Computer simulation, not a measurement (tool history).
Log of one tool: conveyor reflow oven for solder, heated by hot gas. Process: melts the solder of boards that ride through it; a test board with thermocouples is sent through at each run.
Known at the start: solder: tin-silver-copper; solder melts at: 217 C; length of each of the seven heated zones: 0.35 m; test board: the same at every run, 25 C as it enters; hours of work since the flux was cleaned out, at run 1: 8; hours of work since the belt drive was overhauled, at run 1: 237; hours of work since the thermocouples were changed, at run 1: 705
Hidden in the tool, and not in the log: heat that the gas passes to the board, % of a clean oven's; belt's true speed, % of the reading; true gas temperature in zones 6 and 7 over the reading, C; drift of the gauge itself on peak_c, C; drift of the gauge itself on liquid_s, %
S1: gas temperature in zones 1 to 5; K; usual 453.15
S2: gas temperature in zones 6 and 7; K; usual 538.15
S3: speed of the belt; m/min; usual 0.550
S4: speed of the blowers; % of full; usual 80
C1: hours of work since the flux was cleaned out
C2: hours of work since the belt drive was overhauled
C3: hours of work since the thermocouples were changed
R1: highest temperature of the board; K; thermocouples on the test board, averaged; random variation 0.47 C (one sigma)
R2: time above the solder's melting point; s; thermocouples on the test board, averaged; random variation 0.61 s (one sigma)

{"run": 1, "day": 0.0, "S1": 453.15, "S2": 538.15, "S3": 0.55, "S4": 80, "C1": 8, "C2": 237, "C3": 705, "R1": 521.75, "R2": 58.3}
{"run": 2, "day": 0.525, "S1": 453.15, "S2": 538.15, "S3": 0.55, "S4": 71, "C1": 14, "C2": 243, "C3": 711, "R1": 520.55, "R2": 55.4}
{"run": 3, "day": 0.808, "S1": 453.15, "S2": 538.15, "S3": 0.55, "S4": 71, "C1": 17, "C2": 246, "C3": 715, "R1": 519.95, "R2": 55.7}
{"run": 4, "day": 1.425, "S1": 453.15, "S2": 538.15, "S3": 0.55, "S4": 80, "C1": 25, "C2": 253, "C3": 722, "R1": 522.15, "R2": 58.4}
{"run": 5, "day": 1.783, "S1": 453.15, "S2": 538.15, "S3": 0.55, "S4": 80, "C1": 29, "C2": 258, "C3": 726, "R1": 522.25, "R2": 56.7}
{"run": 6, "day": 2.204, "S1": 453.15, "S2": 538.15, "S3": 0.55, "S4": 80, "C1": 34, "C2": 263, "C3": 731, "R1": 521.55, "R2": 57.6}
{"run": 7, "day": 2.8, "S1": 453.15, "S2": 547.15, "S3": 0.55, "S4": 80, "C1": 41, "C2": 269, "C3": 738, "R1": 530.85, "R2": 62.9}
{"run": 8, "day": 3.125, "S1": 442.15, "S2": 547.15, "S3": 0.55, "S4": 80, "C1": 44, "C2": 273, "C3": 742, "R1": 527.95, "R2": 57.9}
{"run": 9, "day": 3.721, "S1": 453.15, "S2": 538.15, "S3": 0.55, "S4": 57, "C1": 51, "C2": 280, "C3": 749, "R1": 514.85, "R2": 47.9}
{"run": 10, "day": 4.346, "S1": 453.15, "S2": 538.15, "S3": 0.55, "S4": 57, "C1": 59, "C2": 288, "C3": 756, "R1": 515.25, "R2": 47.1}
{"run": 11, "day": 4.642, "S1": 453.15, "S2": 538.15, "S3": 0.55, "S4": 57, "C1": 62, "C2": 291, "C3": 759, "R1": 515.55, "R2": 48.2}
{"run": 12, "day": 5.05, "S1": 453.15, "S2": 538.15, "S3": 0.55, "S4": 57, "C1": 67, "C2": 296, "C3": 764, "R1": 514.95, "R2": 49.5}
{"run": 13, "day": 5.438, "S1": 453.15, "S2": 538.15, "S3": 0.642, "S4": 57, "C1": 71, "C2": 300, "C3": 769, "R1": 508.95, "R2": 32.9}
{"run": 14, "day": 5.846, "S1": 453.15, "S2": 538.15, "S3": 0.642, "S4": 57, "C1": 76, "C2": 305, "C3": 774, "R1": 509.15, "R2": 32.6}
{"run": 15, "day": 6.275, "S1": 453.15, "S2": 538.15, "S3": 0.642, "S4": 57, "C1": 81, "C2": 310, "C3": 779, "R1": 509.05, "R2": 32.1}
{"run": 16, "day": 6.746, "S1": 453.15, "S2": 538.15, "S3": 0.642, "S4": 57, "C1": 87, "C2": 316, "C3": 784, "R1": 508.65, "R2": 33.7}
{"run": 17, "day": 7.192, "S1": 453.15, "S2": 539.15, "S3": 0.548, "S4": 52, "C1": 92, "C2": 321, "C3": 789, "R1": 513.45, "R2": 46.3}
{"run": 18, "day": 7.538, "S1": 455.15, "S2": 538.15, "S3": 0.548, "S4": 87, "C1": 96, "C2": 325, "C3": 793, "R1": 524.25, "R2": 60.1}
{"run": 19, "day": 8.129, "S1": 455.15, "S2": 538.15, "S3": 0.491, "S4": 87, "C1": 103, "C2": 332, "C3": 800, "R1": 526.55, "R2": 69.5}
{"run": 20, "day": 8.558, "S1": 455.15, "S2": 538.15, "S3": 0.491, "S4": 87, "C1": 108, "C2": 337, "C3": 805, "R1": 526.85, "R2": 68.9}
{"run": 21, "day": 9.021, "S1": 449.15, "S2": 538.15, "S3": 0.491, "S4": 58, "C1": 113, "C2": 342, "C3": 811, "R1": 517.65, "R2": 56.3}
{"run": 22, "day": 9.429, "S1": 449.15, "S2": 538.15, "S3": 0.491, "S4": 58, "C1": 118, "C2": 347, "C3": 815, "R1": 517.35, "R2": 56.8}
{"run": 23, "day": 9.879, "S1": 449.15, "S2": 538.15, "S3": 0.63, "S4": 80, "C1": 123, "C2": 352, "C3": 821, "R1": 516.45, "R2": 42.6}
{"run": 24, "day": 10.375, "S1": 459.15, "S2": 538.15, "S3": 0.55, "S4": 80, "C1": 129, "C2": 358, "C3": 826, "R1": 522.75, "R2": 61.4}
{"run": 25, "day": 10.792, "S1": 453.15, "S2": 538.15, "S3": 0.55, "S4": 89, "C1": 134, "C2": 363, "C3": 831, "R1": 522.65, "R2": 59.1}
{"run": 26, "day": 11.188, "S1": 453.15, "S2": 538.15, "S3": 0.55, "S4": 89, "C1": 139, "C2": 367, "C3": 836, "R1": 523.15, "R2": 58.4}
{"run": 27, "day": 11.583, "S1": 457.15, "S2": 538.15, "S3": 0.546, "S4": 80, "C1": 143, "C2": 372, "C3": 841, "R1": 522.25, "R2": 58.3}
{"run": 28, "day": 12.121, "S1": 457.15, "S2": 538.15, "S3": 0.546, "S4": 80, "C1": 150, "C2": 378, "C3": 847, "R1": 521.15, "R2": 60.3}
{"run": 29, "day": 12.529, "S1": 453.15, "S2": 553.15, "S3": 0.55, "S4": 61, "C1": 154, "C2": 383, "C3": 852, "R1": 528.15, "R2": 60.0}
{"run": 30, "day": 13.129, "S1": 453.15, "S2": 538.15, "S3": 0.55, "S4": 75, "C1": 161, "C2": 390, "C3": 859, "R1": 520.35, "R2": 54.4}
{"run": 31, "day": 13.683, "S1": 449.15, "S2": 538.15, "S3": 0.55, "S4": 54, "C1": 168, "C2": 397, "C3": 865, "R1": 511.65, "R2": 42.4}

The same runs without the tool's hidden state, with the same run-to-run variation:
run=1 R1=523.55 R2=59.4
run=2 R1=522.35 R2=56.7
run=3 R1=521.85 R2=57.1
run=4 R1=524.15 R2=59.7
run=5 R1=524.25 R2=58.1
run=6 R1=523.65 R2=59.0
run=7 R1=533.05 R2=64.0
run=8 R1=530.25 R2=59.3
run=9 R1=516.95 R2=50.0
run=10 R1=517.45 R2=49.2
run=11 R1=517.75 R2=50.4
run=12 R1=517.15 R2=51.8
run=13 R1=511.25 R2=35.4
run=14 R1=511.45 R2=35.2
run=15 R1=511.45 R2=34.8
run=16 R1=511.05 R2=36.4
run=17 R1=515.85 R2=48.9
run=18 R1=527.05 R2=61.9
run=19 R1=529.35 R2=71.2
run=20 R1=529.65 R2=70.7
run=21 R1=520.45 R2=59.0
run=22 R1=520.15 R2=59.5
run=23 R1=519.65 R2=45.2
run=24 R1=525.85 R2=63.5
run=25 R1=525.95 R2=61.3
run=26 R1=526.45 R2=60.7
run=27 R1=525.55 R2=60.6
run=28 R1=524.45 R2=62.7
run=29 R1=531.45 R2=62.3
run=30 R1=523.75 R2=57.2
run=31 R1=514.85 R2=46.2

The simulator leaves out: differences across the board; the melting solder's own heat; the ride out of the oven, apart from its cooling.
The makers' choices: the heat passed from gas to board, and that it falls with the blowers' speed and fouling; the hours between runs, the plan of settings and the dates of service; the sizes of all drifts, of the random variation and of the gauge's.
